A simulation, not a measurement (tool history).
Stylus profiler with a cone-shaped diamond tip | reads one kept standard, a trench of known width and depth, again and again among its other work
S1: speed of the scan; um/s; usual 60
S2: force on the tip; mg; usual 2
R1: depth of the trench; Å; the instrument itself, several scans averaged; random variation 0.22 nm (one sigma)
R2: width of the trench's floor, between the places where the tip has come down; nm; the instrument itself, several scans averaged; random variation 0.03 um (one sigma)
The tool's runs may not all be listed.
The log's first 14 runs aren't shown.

run   hour   S1    S2       R1     R2
 15  216.3   60     2  10029.5  13250
 16  234.9   60  3.35  10052.1  13280
 17  251.2   60  2.16  10034.5  13180
 18  271.4   60  1.57  10022.9  13190
 19  287.5   60  0.97  10003.1  13080
 20  306.3   60  0.97  10004.5  13050
 21  329.4   96  2.17  10026.5  13010
 22  348.3   96  2.17  10028.1  12990
 23  360.7   80  5.67  10084.5  13080
 24  375.5   19  2.71  10041.2  13070
 25  397.1   19  2.71  10039.7  13060
 26  406.7   19  2.71  10038.3  12990
 27  424.6   19  2.71  10037.9  13040
 28  443.9   19  2.71  10037.1  13000
 29  454.7   19  2.71  10036.4  12920
 30  475.6   21  2.74  10037.6  12980
 31  489.2   21  2.74  10036.7  12930
 32    510  140  3.32  10047.3  12710
 33  528.4  140  3.32  10049.9  12700
 34  541.9   18  2.93  10038.5  12840
 35    555   37  2.31  10026.4  12760
 36  571.8   57  0.67   9990.3  12590

4 ways to go on from here, each from the tool as it stands after run 36. What would each give?
  A  582.7  133  2.89   ?   ?
  B  582.7   21  0.67   ?   ?
  C  582.7  106     2   ?   ?
  D  582.7   34  1.93   ?   ?

run       R1     R2
  A  10037.7  12580
  B   9988.7  12740
  C  10017.2  12600
  D  10024.9  12770
Without the tool's hidden state the same runs would have given:
run       R1     R2
  A  10075.2  15770
  B    10026  15940
  C  10054.6  15790
  D  10062.4  15960

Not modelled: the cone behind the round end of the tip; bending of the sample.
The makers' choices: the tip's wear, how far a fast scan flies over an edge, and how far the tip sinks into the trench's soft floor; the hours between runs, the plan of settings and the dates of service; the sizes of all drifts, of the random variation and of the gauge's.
